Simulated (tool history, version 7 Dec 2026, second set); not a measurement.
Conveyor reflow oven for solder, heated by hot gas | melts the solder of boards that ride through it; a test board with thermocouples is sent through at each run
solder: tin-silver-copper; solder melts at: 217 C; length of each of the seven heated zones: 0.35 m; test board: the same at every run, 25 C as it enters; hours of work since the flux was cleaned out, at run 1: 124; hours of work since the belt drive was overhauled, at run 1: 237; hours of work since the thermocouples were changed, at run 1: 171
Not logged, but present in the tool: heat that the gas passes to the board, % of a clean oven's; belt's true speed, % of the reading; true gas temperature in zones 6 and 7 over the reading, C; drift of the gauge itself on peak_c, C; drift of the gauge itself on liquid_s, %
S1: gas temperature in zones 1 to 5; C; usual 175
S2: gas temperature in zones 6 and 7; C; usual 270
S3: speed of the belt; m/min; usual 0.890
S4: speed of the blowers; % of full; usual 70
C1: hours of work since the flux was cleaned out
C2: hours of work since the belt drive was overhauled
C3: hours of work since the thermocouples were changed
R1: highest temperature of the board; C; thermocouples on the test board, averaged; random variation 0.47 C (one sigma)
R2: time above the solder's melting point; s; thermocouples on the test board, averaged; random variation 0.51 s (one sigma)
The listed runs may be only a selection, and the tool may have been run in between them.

{"run": 1, "day": 0.0, "S1": 175, "S2": 270, "S3": 0.89, "S4": 70, "C1": 124, "C2": 237, "C3": 171, "R1": 251.1, "R2": 34.7}
{"run": 2, "day": 0.392, "S1": 175, "S2": 270, "S3": 0.89, "S4": 62, "C1": 131, "C2": 244, "C3": 178, "R1": 248.7, "R2": 33.4}
{"run": 3, "day": 1.054, "S1": 175, "S2": 270, "S3": 0.89, "S4": 70, "C1": 143, "C2": 256, "C3": 190, "R1": 251.2, "R2": 34.4}
{"run": 4, "day": 1.358, "S1": 175, "S2": 270, "S3": 0.863, "S4": 70, "C1": 149, "C2": 262, "C3": 195, "R1": 251.9, "R2": 36.0}
{"run": 5, "day": 1.704, "S1": 175, "S2": 270, "S3": 0.863, "S4": 70, "C1": 155, "C2": 268, "C3": 202, "R1": 251.4, "R2": 35.8}
{"run": 6, "day": 2.104, "S1": 187, "S2": 270, "S3": 0.89, "S4": 70, "C1": 162, "C2": 275, "C3": 209, "R1": 252.8, "R2": 38.3}
{"run": 7, "day": 2.725, "S1": 187, "S2": 270, "S3": 0.89, "S4": 70, "C1": 174, "C2": 286, "C3": 220, "R1": 252.2, "R2": 38.5}
{"run": 8, "day": 3.158, "S1": 187, "S2": 270, "S3": 0.89, "S4": 70, "C1": 182, "C2": 294, "C3": 228, "R1": 252.0, "R2": 38.4}
{"run": 9, "day": 3.575, "S1": 187, "S2": 270, "S3": 0.89, "S4": 70, "C1": 189, "C2": 302, "C3": 236, "R1": 252.6, "R2": 38.3}
{"run": 10, "day": 4.054, "S1": 175, "S2": 270, "S3": 0.752, "S4": 70, "C1": 198, "C2": 311, "C3": 244, "R1": 255.3, "R2": 44.4}
{"run": 11, "day": 4.446, "S1": 175, "S2": 270, "S3": 0.752, "S4": 70, "C1": 205, "C2": 318, "C3": 251, "R1": 255.4, "R2": 44.9}
{"run": 12, "day": 5.025, "S1": 175, "S2": 267, "S3": 0.89, "S4": 70, "C1": 216, "C2": 328, "C3": 262, "R1": 247.6, "R2": 32.6}
{"day": 5.25, "done": "belt drive overhauled, speed set with a stopwatch"}
{"run": 13, "day": 5.762, "S1": 175, "S2": 267, "S3": 0.89, "S4": 70, "C1": 226, "C2": 9, "C3": 272, "R1": 248.3, "R2": 32.6}
{"run": 14, "day": 6.317, "S1": 175, "S2": 267, "S3": 0.89, "S4": 67, "C1": 236, "C2": 19, "C3": 282, "R1": 247.6, "R2": 32.3}
{"run": 15, "day": 6.821, "S1": 175, "S2": 267, "S3": 0.89, "S4": 67, "C1": 245, "C2": 29, "C3": 292, "R1": 246.4, "R2": 32.1}
{"run": 16, "day": 7.196, "S1": 161, "S2": 277, "S3": 1.047, "S4": 53, "C1": 252, "C2": 35, "C3": 298, "R1": 239.9, "R2": 19.7}
{"run": 17, "day": 7.904, "S1": 177, "S2": 270, "S3": 0.89, "S4": 67, "C1": 265, "C2": 48, "C3": 311, "R1": 249.3, "R2": 34.2}
{"run": 18, "day": 8.438, "S1": 188, "S2": 271, "S3": 0.765, "S4": 80, "C1": 275, "C2": 58, "C3": 321, "R1": 258.8, "R2": 49.1}
{"day": 8.7, "done": "belt drive overhauled, speed set with a stopwatch, once more"}
{"run": 19, "day": 9.133, "S1": 188, "S2": 271, "S3": 0.738, "S4": 80, "C1": 284, "C2": 8, "C3": 331, "R1": 259.6, "R2": 51.5}
{"day": 9.679, "done": "flux residue cleaned out of gas plates and filters"}
{"run": 20, "day": 9.921, "S1": 188, "S2": 271, "S3": 0.738, "S4": 80, "C1": 4, "C2": 18, "C3": 341, "R1": 260.7, "R2": 50.6}
{"run": 21, "day": 10.512, "S1": 188, "S2": 271, "S3": 0.832, "S4": 80, "C1": 15, "C2": 29, "C3": 352, "R1": 256.8, "R2": 43.7}
{"run": 22, "day": 11.05, "S1": 175, "S2": 270, "S3": 0.803, "S4": 66, "C1": 25, "C2": 39, "C3": 362, "R1": 253.0, "R2": 40.3}
{"run": 23, "day": 11.75, "S1": 175, "S2": 270, "S3": 0.803, "S4": 66, "C1": 38, "C2": 52, "C3": 374, "R1": 254.1, "R2": 39.9}
{"run": 24, "day": 12.179, "S1": 175, "S2": 280, "S3": 0.853, "S4": 70, "C1": 45, "C2": 59, "C3": 382, "R1": 260.0, "R2": 40.0}
{"run": 25, "day": 12.688, "S1": 175, "S2": 280, "S3": 0.853, "S4": 70, "C1": 55, "C2": 69, "C3": 391, "R1": 260.4, "R2": 40.1}
{"run": 26, "day": 13.367, "S1": 175, "S2": 280, "S3": 0.853, "S4": 70, "C1": 67, "C2": 81, "C3": 404, "R1": 260.5, "R2": 39.9}
{"run": 27, "day": 13.962, "S1": 161, "S2": 280, "S3": 0.853, "S4": 55, "C1": 78, "C2": 92, "C3": 415, "R1": 253.5, "R2": 33.4}
{"run": 28, "day": 14.262, "S1": 173, "S2": 280, "S3": 0.93, "S4": 55, "C1": 83, "C2": 97, "C3": 420, "R1": 253.4, "R2": 33.0}
{"run": 29, "day": 14.696, "S1": 164, "S2": 271, "S3": 0.804, "S4": 64, "C1": 91, "C2": 105, "C3": 428, "R1": 251.1, "R2": 36.7}
{"run": 30, "day": 15.142, "S1": 177, "S2": 259, "S3": 0.924, "S4": 88, "C1": 99, "C2": 113, "C3": 436, "R1": 242.9, "R2": 28.9}

Consider 3 possible next runs. They are alternatives, not a sequence: every one starts from the tool as it was left by run 30. What does each give?
{"run": "A", "day": 15.471, "S1": 179, "S2": 270, "S3": 0.89, "S4": 90, "C1": 105, "C2": 119, "C3": 442, "R1": "?", "R2": "?"}
{"run": "B", "day": 15.471, "S1": 177, "S2": 260, "S3": 0.774, "S4": 63, "C1": 105, "C2": 119, "C3": 442, "R1": "?", "R2": "?"}
{"run": "C", "day": 15.471, "S1": 175, "S2": 277, "S3": 0.89, "S4": 65, "C1": 105, "C2": 119, "C3": 442, "R1": "?", "R2": "?"}

run=A R1=254.3 R2=37.3
run=B R1=244.6 R2=37.5
run=C R1=254.4 R2=35.9
What these runs would have given with no unlogged condition in the tool:
run=A R1=256.0 R2=37.8
run=B R1=246.1 R2=38.4
run=C R1=256.0 R2=36.5
